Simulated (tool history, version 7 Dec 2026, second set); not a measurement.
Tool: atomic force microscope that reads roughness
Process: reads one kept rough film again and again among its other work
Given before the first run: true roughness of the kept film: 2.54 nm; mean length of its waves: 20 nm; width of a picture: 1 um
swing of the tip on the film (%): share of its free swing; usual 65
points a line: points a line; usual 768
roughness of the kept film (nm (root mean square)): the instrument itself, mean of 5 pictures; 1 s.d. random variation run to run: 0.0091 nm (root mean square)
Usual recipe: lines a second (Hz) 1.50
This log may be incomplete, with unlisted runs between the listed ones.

| run | hour | lines a second (Hz) | swing of the tip on the film (%) | points a line | roughness of the kept film (nm (root mean square)) |
|---|---|---|---|---|---|
| 1 | 0.0 | 1.50 | 65 | 768 | 1.833 |
| 2 | 16.7 | 1.50 | 65 | 768 | 1.809 |
| 3 | 39.2 | 1.50 | 65 | 665 | 1.756 |
| 4 | 55.1 | 1.50 | 65 | 936 | 1.719 |
| 5 | 70.0 | 2.93 | 65 | 936 | 1.600 |
| 6 | 91.3 | 1.50 | 63 | 768 | 1.657 |
| 7 | 113.3 | 1.50 | 63 | 768 | 1.598 |
| 8 | 126.0 | 1.50 | 65 | 768 | 1.563 |
| 9 | 144.9 | 1.50 | 65 | 768 | 1.525 |
|  | 155.0 | new tip fitted |
| 10 | 163.4 | 1.50 | 65 | 768 | 2.000 |
| 11 | 178.7 | 1.50 | 78 | 768 | 1.845 |
| 12 | 193.6 | 1.50 | 78 | 768 | 1.796 |
| 13 | 211.2 | 0.54 | 65 | 768 | 1.937 |
| 14 | 222.1 | 0.54 | 65 | 768 | 1.911 |
| 15 | 241.9 | 0.54 | 65 | 768 | 1.850 |
| 16 | 256.0 | 1.50 | 65 | 405 | 1.732 |
| 17 | 275.5 | 1.50 | 65 | 405 | 1.695 |
| 18 | 298.2 | 1.50 | 65 | 768 | 1.659 |
| 19 | 314.1 | 1.50 | 65 | 768 | 1.624 |
| 20 | 327.6 | 0.71 | 65 | 768 | 1.642 |
| 21 | 342.2 | 1.77 | 65 | 768 | 1.534 |
| 22 | 354.7 | 1.50 | 65 | 768 | 1.523 |
| 23 | 369.7 | 1.50 | 65 | 768 | 1.512 |
| 24 | 379.8 | 1.50 | 83 | 299 | 1.337 |
|  | 386.3 | new tip fitted |
| 25 | 403.3 | 1.42 | 83 | 768 | 1.829 |
| 26 | 418.5 | 1.50 | 79 | 768 | 1.808 |
| 27 | 432.5 | 1.97 | 61 | 768 | 1.899 |
| 28 | 448.2 | 1.97 | 61 | 768 | 1.841 |
| 29 | 468.5 | 3.25 | 68 | 447 | 1.638 |
| 30 | 488.8 | 1.50 | 60 | 724 | 1.757 |
| 31 | 502.5 | 1.50 | 60 | 724 | 1.753 |
|  | 520.5 | height scale calibrated on a step standard |
| 32 | 524.5 | 1.50 | 60 | 724 | 1.670 |
| 33 | 542.8 | 1.50 | 60 | 724 | 1.614 |
| 34 | 553.5 | 1.50 | 60 | 724 | 1.612 |
| 35 | 575.8 | 2.25 | 65 | 768 | 1.511 |
| 36 | 594.8 | 1.39 | 80 | 329 | 1.409 |
| 37 | 614.8 | 1.39 | 80 | 835 | 1.389 |
|  | 617.5 | new tip fitted |
| 38 | 635.9 | 1.48 | 68 | 835 | 1.922 |
| 39 | 646.4 | 1.48 | 68 | 835 | 1.901 |
| 40 | 663.4 | 1.48 | 68 | 835 | 1.841 |
| 41 | 685.3 | 1.48 | 68 | 835 | 1.791 |
| 42 | 701.0 | 1.48 | 68 | 274 | 1.692 |
| 43 | 712.7 | 1.19 | 57 | 617 | 1.771 |
| 44 | 729.6 | 1.19 | 57 | 617 | 1.714 |
| 45 | 740.6 | 1.50 | 59 | 768 | 1.684 |

Below are 4 alternative next runs, each starting from the tool's condition after run 45. Predict each:
| A | 752.0 | 1.50 | 62 | 312 | ? |
| B | 752.0 | 1.50 | 59 | 354 | ? |
| C | 752.0 | 3.79 | 88 | 443 | ? |
| D | 752.0 | 1.50 | 86 | 645 | ? |

| run | roughness of the kept film (nm (root mean square)) |
|---|---|
| A | 1.628 |
| B | 1.645 |
| C | 1.139 |
| D | 1.471 |
With the hidden condition removed and each run's random variation left untouched, the same runs would have given:
| run | roughness of the kept film (nm (root mean square)) |
|---|---|
| A | 2.011 |
| B | 2.033 |
| C | 1.408 |
| D | 1.817 |
